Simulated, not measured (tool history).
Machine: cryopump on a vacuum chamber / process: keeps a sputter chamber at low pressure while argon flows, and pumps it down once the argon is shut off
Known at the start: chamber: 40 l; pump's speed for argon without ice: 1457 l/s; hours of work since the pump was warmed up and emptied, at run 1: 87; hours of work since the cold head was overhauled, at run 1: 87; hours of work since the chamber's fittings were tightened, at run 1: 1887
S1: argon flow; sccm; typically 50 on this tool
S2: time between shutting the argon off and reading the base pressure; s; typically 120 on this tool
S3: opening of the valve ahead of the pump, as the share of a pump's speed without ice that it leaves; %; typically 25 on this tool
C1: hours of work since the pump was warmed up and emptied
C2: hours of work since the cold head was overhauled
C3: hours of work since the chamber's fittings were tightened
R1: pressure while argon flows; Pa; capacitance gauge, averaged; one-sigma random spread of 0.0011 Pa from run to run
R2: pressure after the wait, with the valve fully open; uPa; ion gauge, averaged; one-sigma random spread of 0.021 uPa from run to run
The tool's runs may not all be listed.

{"run": 1, "hour": 0.0, "S1": 50, "S2": 120, "S3": 25, "C1": 87, "C2": 87, "C3": 1887, "R1": 0.2363, "R2": 2.36}
{"run": 2, "hour": 22.8, "S1": 50, "S2": 120, "S3": 25, "C1": 106, "C2": 106, "C3": 1906, "R1": 0.2379, "R2": 2.45}
{"run": 3, "hour": 42.9, "S1": 50, "S2": 120, "S3": 25, "C1": 123, "C2": 123, "C3": 1923, "R1": 0.2366, "R2": 2.39}
{"run": 4, "hour": 60.7, "S1": 50, "S2": 120, "S3": 25, "C1": 138, "C2": 138, "C3": 1938, "R1": 0.2392, "R2": 2.49}
{"run": 5, "hour": 85.2, "S1": 50, "S2": 120, "S3": 25, "C1": 158, "C2": 158, "C3": 1958, "R1": 0.2401, "R2": 2.5}
{"run": 6, "hour": 108.1, "S1": 50, "S2": 120, "S3": 25, "C1": 177, "C2": 177, "C3": 1978, "R1": 0.2414, "R2": 2.59}
{"run": 7, "hour": 120.2, "S1": 50, "S2": 120, "S3": 49, "C1": 188, "C2": 188, "C3": 1988, "R1": 0.1268, "R2": 2.65}
{"run": 8, "hour": 141.8, "S1": 50, "S2": 120, "S3": 25, "C1": 206, "C2": 206, "C3": 2006, "R1": 0.2413, "R2": 2.65}
{"run": 9, "hour": 159.9, "S1": 50, "S2": 120, "S3": 25, "C1": 221, "C2": 221, "C3": 2021, "R1": 0.2424, "R2": 2.7}
{"run": 10, "hour": 181.4, "S1": 50, "S2": 120, "S3": 25, "C1": 239, "C2": 239, "C3": 2039, "R1": 0.2429, "R2": 2.75}
{"run": 11, "hour": 200.5, "S1": 50, "S2": 120, "S3": 25, "C1": 255, "C2": 255, "C3": 2055, "R1": 0.2443, "R2": 2.8}
{"run": 12, "hour": 214.4, "S1": 50, "S2": 120, "S3": 25, "C1": 267, "C2": 267, "C3": 2067, "R1": 0.2444, "R2": 2.85}
{"run": 13, "hour": 227.3, "S1": 50, "S2": 120, "S3": 25, "C1": 277, "C2": 277, "C3": 2078, "R1": 0.2463, "R2": 2.87}
{"run": 14, "hour": 237.1, "S1": 50, "S2": 120, "S3": 25, "C1": 286, "C2": 286, "C3": 2086, "R1": 0.2463, "R2": 2.89}
{"run": 15, "hour": 249.2, "S1": 51, "S2": 120, "S3": 25, "C1": 296, "C2": 296, "C3": 2096, "R1": 0.2518, "R2": 2.93}
{"run": 16, "hour": 264.4, "S1": 51, "S2": 120, "S3": 25, "C1": 309, "C2": 309, "C3": 2109, "R1": 0.2493, "R2": 3.0}
{"run": 17, "hour": 281.5, "S1": 50, "S2": 120, "S3": 25, "C1": 323, "C2": 323, "C3": 2123, "R1": 0.2498, "R2": 3.03}
{"run": 18, "hour": 300.6, "S1": 68, "S2": 229, "S3": 31, "C1": 339, "C2": 339, "C3": 2139, "R1": 0.2785, "R2": 2.93}
{"run": 19, "hour": 320.5, "S1": 68, "S2": 229, "S3": 31, "C1": 356, "C2": 356, "C3": 2156, "R1": 0.2792, "R2": 3.07}
{"run": 20, "hour": 343.9, "S1": 68, "S2": 229, "S3": 31, "C1": 375, "C2": 375, "C3": 2176, "R1": 0.2803, "R2": 3.08}
{"run": 21, "hour": 367.9, "S1": 28, "S2": 48, "S3": 16, "C1": 395, "C2": 395, "C3": 2196, "R1": 0.2136, "R2": 3.69}
{"run": 22, "hour": 389.6, "S1": 28, "S2": 52, "S3": 23, "C1": 414, "C2": 414, "C3": 2214, "R1": 0.1551, "R2": 3.71}
{"run": 23, "hour": 411.1, "S1": 40, "S2": 52, "S3": 46, "C1": 432, "C2": 432, "C3": 2232, "R1": 0.1185, "R2": 3.82}
{"run": 24, "hour": 430.8, "S1": 53, "S2": 120, "S3": 25, "C1": 448, "C2": 448, "C3": 2249, "R1": 0.2703, "R2": 3.49}
{"run": 25, "hour": 447.3, "S1": 53, "S2": 120, "S3": 25, "C1": 462, "C2": 462, "C3": 2262, "R1": 0.2724, "R2": 3.57}
{"run": 26, "hour": 463.5, "S1": 53, "S2": 120, "S3": 25, "C1": 476, "C2": 476, "C3": 2276, "R1": 0.2756, "R2": 3.49}
{"run": 27, "hour": 478.7, "S1": 20, "S2": 20, "S3": 25, "C1": 489, "C2": 489, "C3": 2289, "R1": 0.1037, "R2": 4.96}
{"hour": 498.7, "done": "pump warmed up, emptied and cooled again"}
{"run": 28, "hour": 503.2, "S1": 47, "S2": 59, "S3": 35, "C1": 4, "C2": 505, "C3": 2305, "R1": 0.1563, "R2": 2.87}
{"run": 29, "hour": 526.3, "S1": 36, "S2": 65, "S3": 34, "C1": 23, "C2": 524, "C3": 2325, "R1": 0.1237, "R2": 2.89}
{"run": 30, "hour": 547.7, "S1": 50, "S2": 27, "S3": 25, "C1": 41, "C2": 542, "C3": 2342, "R1": 0.2331, "R2": 3.5}
{"run": 31, "hour": 562.4, "S1": 22, "S2": 220, "S3": 31, "C1": 53, "C2": 555, "C3": 2355, "R1": 0.0832, "R2": 2.64}
{"run": 32, "hour": 572.4, "S1": 50, "S2": 95, "S3": 56, "C1": 62, "C2": 563, "C3": 2363, "R1": 0.1061, "R2": 2.86}
{"run": 33, "hour": 590.5, "S1": 39, "S2": 229, "S3": 18, "C1": 77, "C2": 578, "C3": 2378, "R1": 0.2534, "R2": 2.69}
{"run": 34, "hour": 614.2, "S1": 61, "S2": 229, "S3": 25, "C1": 97, "C2": 598, "C3": 2398, "R1": 0.2895, "R2": 2.63}

Measured minus without-hidden-state, run by run (identical run-to-run variation in each term; gauge scatter may differ):
The hidden state here: pump's speed, % of a pump's without ice; cold plate's temperature, K; leak into the chamber, uPa l/s; drift of the gauge itself on working_pa, %; drift of the gauge itself on base_upa, %.
run=1 R1=+0.0041 R2=+1.88
run=2 R1=+0.0049 R2=+1.96
run=3 R1=+0.0056 R2=+1.93
run=4 R1=+0.0064 R2=+2.02
run=5 R1=+0.0074 R2=+2.03
run=6 R1=+0.0083 R2=+2.14
run=7 R1=+0.0087 R2=+2.15
run=8 R1=+0.0096 R2=+2.18
run=9 R1=+0.0105 R2=+2.27
run=10 R1=+0.0114 R2=+2.30
run=11 R1=+0.0123 R2=+2.35
run=12 R1=+0.0129 R2=+2.42
run=13 R1=+0.0135 R2=+2.42
run=14 R1=+0.0141 R2=+2.43
run=15 R1=+0.0149 R2=+2.48
run=16 R1=+0.0155 R2=+2.54
run=17 R1=+0.0164 R2=+2.59
run=18 R1=+0.0235 R2=+2.63
run=19 R1=+0.0249 R2=+2.72
run=20 R1=+0.0266 R2=+2.77
run=21 R1=+0.0116 R2=+2.85
run=22 R1=+0.0125 R2=+2.90
run=23 R1=+0.0185 R2=+3.03
run=24 R1=+0.0260 R2=+3.03
run=25 R1=+0.0271 R2=+3.13
run=26 R1=+0.0283 R2=+3.08
run=27 R1=+0.0111 R2=+3.24
run=28 R1=+0.0006 R2=+2.15
run=29 R1=+0.0010 R2=+2.21
run=30 R1=+0.0021 R2=+2.20
run=31 R1=+0.0012 R2=+2.30
run=32 R1=+0.0030 R2=+2.34
run=33 R1=+0.0029 R2=+2.37
run=34 R1=+0.0055 R2=+2.33

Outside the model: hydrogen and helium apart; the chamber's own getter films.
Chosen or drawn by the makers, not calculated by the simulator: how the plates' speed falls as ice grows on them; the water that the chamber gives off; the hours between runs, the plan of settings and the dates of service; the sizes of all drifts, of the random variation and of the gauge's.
